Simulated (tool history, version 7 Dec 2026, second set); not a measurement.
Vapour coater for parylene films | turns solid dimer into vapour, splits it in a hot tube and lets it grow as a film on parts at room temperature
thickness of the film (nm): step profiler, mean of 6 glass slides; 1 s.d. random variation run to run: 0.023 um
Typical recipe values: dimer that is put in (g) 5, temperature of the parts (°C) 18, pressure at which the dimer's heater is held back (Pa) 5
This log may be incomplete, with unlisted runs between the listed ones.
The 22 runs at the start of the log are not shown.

run,day,dimer that is put in (g),temperature of the parts (°C),pressure at which the dimer's heater is held back (Pa),thickness of the film (nm)
23,53.658,3,27,2.65,750
24,56.567,5,18,2.22,1750
25,59.442,4,18,11.7,1190
26,62.292,3,11,11.51,1140
27,63.9,3,11,11.51,1100
28,66.838,7,22,5.18,1890
# day 68.35: trap's valve overhauled
29,69.179,5,23,5,1320
30,71.046,5,23,5,1310
31,73.625,5,18,3.34,1690
32,76.446,5,11,2.45,2220
33,78.788,5,11,2.45,2210
34,80.858,5,11,2.45,2260
35,83.479,4,11,3.09,1750
36,84.938,2,21,5,590
37,88.492,2,21,5,520
38,91.471,7,20,4.03,2120

Consider 4 possible next runs. They are alternatives, not a sequence: every one starts from the tool as it was left by run 38. What does each give?
A,94.096,3,29,3.77,?
B,94.096,8,20,4.03,?
C,94.096,8,18,5,?
D,94.096,2,20,2.07,?

run,thickness of the film (nm)
A,660
B,2420
C,2570
D,660
Had the tool no hidden state, the same runs would have come out as:
run,thickness of the film (nm)
A,660
B,2420
C,2580
D,660
